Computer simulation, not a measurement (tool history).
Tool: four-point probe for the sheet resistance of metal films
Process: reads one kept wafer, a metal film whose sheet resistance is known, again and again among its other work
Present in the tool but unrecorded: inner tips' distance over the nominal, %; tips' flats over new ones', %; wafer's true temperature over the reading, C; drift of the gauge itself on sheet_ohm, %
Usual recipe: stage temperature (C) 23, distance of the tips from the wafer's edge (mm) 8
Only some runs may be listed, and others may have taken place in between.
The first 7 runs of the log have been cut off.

run,hour,stage temperature (C),distance of the tips from the wafer's edge (mm),touches since the probe head was changed,hours of work since the stage's thermometer was calibrated,sheet resistance as the instrument gives it (ohm/square)
8,105.6,23,8,19738,1351,0.041222
9,116.0,23,8,19984,1356,0.041224
10,133.4,23,8,20397,1364,0.041212
11,148.0,23,8,20744,1371,0.041221
12,164.1,23,8,21126,1378,0.041202
13,175.8,23,54,21403,1384,0.040685
14,184.4,23,8,21607,1388,0.041199
15,194.6,33,8,21850,1392,0.041131
16,208.7,33,8,22186,1399,0.041122
17,228.2,33,8,22647,1408,0.041130
18,241.5,33,8,22962,1414,0.041112
19,250.1,23,20,23168,1418,0.040746
20,270.1,23,8,23642,1427,0.041211
21,280.0,23,8,23877,1432,0.041213
22,294.8,23,11,24229,1439,0.040944
23,307.1,23,11,24519,1445,0.040942
24,324.6,27,11,24937,1453,0.040921
25,335.5,34,11,25195,1458,0.040869
26,351.1,34,11,25566,1465,0.040850
27,370.2,24,33,26018,1474,0.040680
28,384.7,20,4,26364,1481,0.042768
29,397.0,20,4,26654,1486,0.042772
30,406.5,28,8,26880,1491,0.041149

What does the tool deliver on the next run?
31,415.1,28,8,27085,1495,?

sheet resistance as the instrument gives it (ohm/square): 0.041137
Take away the tool's hidden state, keep the run-to-run variation as it was, and the same run would have given sheet resistance as the instrument gives it (ohm/square) 0.041084.
